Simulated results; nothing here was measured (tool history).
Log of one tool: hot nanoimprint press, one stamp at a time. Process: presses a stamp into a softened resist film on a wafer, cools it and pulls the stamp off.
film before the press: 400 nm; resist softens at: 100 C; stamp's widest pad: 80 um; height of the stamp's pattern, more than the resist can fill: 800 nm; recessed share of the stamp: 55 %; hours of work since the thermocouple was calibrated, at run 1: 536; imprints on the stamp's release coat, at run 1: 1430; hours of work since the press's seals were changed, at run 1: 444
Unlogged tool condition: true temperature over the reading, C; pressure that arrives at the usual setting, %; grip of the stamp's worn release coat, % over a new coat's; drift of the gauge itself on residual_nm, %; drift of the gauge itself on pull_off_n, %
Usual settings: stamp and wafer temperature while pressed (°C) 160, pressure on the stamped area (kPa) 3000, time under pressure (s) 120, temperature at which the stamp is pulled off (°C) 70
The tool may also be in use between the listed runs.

run,hour,stamp and wafer temperature while pressed (°C),pressure on the stamped area (kPa),time under pressure (s),temperature at which the stamp is pulled off (°C),hours of work since the thermocouple was calibrated,imprints on the stamp's release coat,hours of work since the press's seals were changed,resist left under the stamp's widest pad (nm),greatest force while the stamp is pulled off (N)
1,0,160,3000,120,70,536,1430,444,225,187
2,18.6,160,3000,120,67,547,1489,455,224.1,192
3,36.9,160,3000,120,70,559,1548,467,227.5,191
4,48.6,160,3000,120,70,566,1586,474,225.2,184
5,62.7,160,3000,120,70,574,1631,483,224.7,178
6,79.4,160,3010,120,70,585,1685,493,226.2,177
7,89.3,160,3000,120,70,591,1717,499,226.5,186
# hour 102.9: plate thermocouple calibrated
8,107.8,160,3000,120,70,3,1767,509,226.6,188
9,123.9,156,3000,120,70,13,1818,519,266.6,184
10,137.3,156,3000,120,70,21,1861,527,268.3,182
11,146,156,3000,120,70,27,1889,532,272.5,189
12,155.3,160,2160,120,70,32,1919,538,254.6,181
13,164.5,160,3000,120,68,38,1949,544,226.3,191
14,175.1,160,3000,147,68,45,1983,550,209,198
15,191.4,160,3890,147,68,55,2035,560,188.2,188
16,204.6,160,2370,147,56,63,2078,568,228.2,221
17,212.2,164,2220,120,70,67,2102,573,209.5,183
18,226.5,150,3670,120,70,76,2148,582,321.4,185
19,238.7,165,3670,237,70,84,2187,589,119.4,172
# hour 260: stamp cleaned and given a new release coat
20,263,165,1810,237,70,95,10,601,167.2,184
21,281.2,165,1810,237,70,106,69,612,167.3,184
22,296.2,160,3000,211,70,115,117,621,185.2,182
23,304.1,160,4580,76,70,120,142,626,223.9,187
24,320,160,4580,76,70,130,193,636,225.9,184
25,332,170,4300,204,74,138,232,643,90.5,168
26,341,170,4300,204,74,143,261,649,90.3,170
27,349.8,161,3970,204,74,148,289,654,156,172
28,365.2,165,3970,64,67,158,339,664,196.9,186
29,382.2,160,2540,120,70,168,393,674,239.5,186

5 options for the next run, each taken on its own from the tool as it stands now. Forecast them:
A,399.4,160,1820,120,65,179,449,685,?,?
B,399.4,154,4250,120,62,179,449,685,?,?
C,399.4,160,2540,236,70,179,449,685,?,?
D,399.4,160,2540,111,65,179,449,685,?,?
E,399.4,160,3000,120,74,179,449,685,?,?

run,resist left under the stamp's widest pad (nm),greatest force while the stamp is pulled off (N)
A,267.5,198
B,264.6,207
C,191.1,185
D,244.6,202
E,224.6,169
Had the tool no hidden state, the same runs would have come out as:
run,resist left under the stamp's widest pad (nm),greatest force while the stamp is pulled off (N)
A,267.3,198
B,264.3,206
C,190.8,184
D,244.4,202
E,224.4,169

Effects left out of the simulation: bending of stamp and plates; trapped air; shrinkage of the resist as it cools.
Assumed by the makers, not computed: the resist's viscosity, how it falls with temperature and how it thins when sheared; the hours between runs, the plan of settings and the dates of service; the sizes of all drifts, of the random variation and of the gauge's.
